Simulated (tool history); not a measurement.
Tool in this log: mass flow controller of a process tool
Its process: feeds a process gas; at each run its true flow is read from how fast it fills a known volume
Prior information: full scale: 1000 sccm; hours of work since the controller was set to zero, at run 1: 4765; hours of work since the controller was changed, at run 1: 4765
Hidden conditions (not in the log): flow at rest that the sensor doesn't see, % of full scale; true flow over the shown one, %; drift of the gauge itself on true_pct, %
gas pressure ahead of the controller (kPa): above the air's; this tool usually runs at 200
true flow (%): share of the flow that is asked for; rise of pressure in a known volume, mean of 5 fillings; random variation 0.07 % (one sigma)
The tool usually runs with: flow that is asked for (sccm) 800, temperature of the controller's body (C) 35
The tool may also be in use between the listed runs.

run,hour,flow that is asked for (sccm),gas pressure ahead of the controller (kPa),temperature of the controller's body (C),hours of work since the controller was set to zero,hours of work since the controller was changed,true flow (%)
1,0.0,800,200,35,4765,4765,98.74
2,415.8,800,200,35,4945,4945,98.80
3,664.3,523,200,35,5052,5052,97.75
4,945.6,523,200,35,5174,5174,97.83
5,1219.1,523,200,35,5292,5292,97.85
# hour 1276.3: controller's zero set anew
6,1430.6,800,200,35,67,5383,99.62
7,1692.4,800,200,35,180,5496,99.66
8,2121.0,800,200,35,365,5681,99.79
9,2362.2,800,200,23,469,5785,101.05
10,2725.3,800,200,27,626,5942,100.69
11,3039.1,519,200,35,761,6077,99.17
12,3495.9,519,228,31,958,6274,99.67
13,3913.6,519,228,31,1139,6455,99.79
14,4124.8,293,251,36,1230,6546,98.45
15,4444.3,293,251,36,1368,6684,98.46
16,4728.8,973,175,35,1491,6807,100.11
17,5060.3,800,243,25,1634,6950,101.21
18,5455.6,150,142,35,1805,7121,96.92
19,5892.4,150,142,35,1993,7309,96.67
20,6262.1,869,200,35,2153,7469,100.02
21,6506.9,266,235,32,2258,7575,98.37
22,6923.8,444,248,35,2438,7754,99.18

Consider 3 possible next runs. They are alternatives, not a sequence: every one starts from the tool as it was left by run 22. What does each give?
A,7184.1,235,206,30,2551,7867,?
B,7184.1,827,200,31,2551,7867,?
C,7184.1,110,248,27,2551,7867,?

run,true flow (%)
A,98.26
B,100.59
C,96.59
The same runs, with their run-to-run variation unchanged, on a tool lacking any hidden condition would have given:
run,true flow (%)
A,97.99
B,99.13
C,98.19
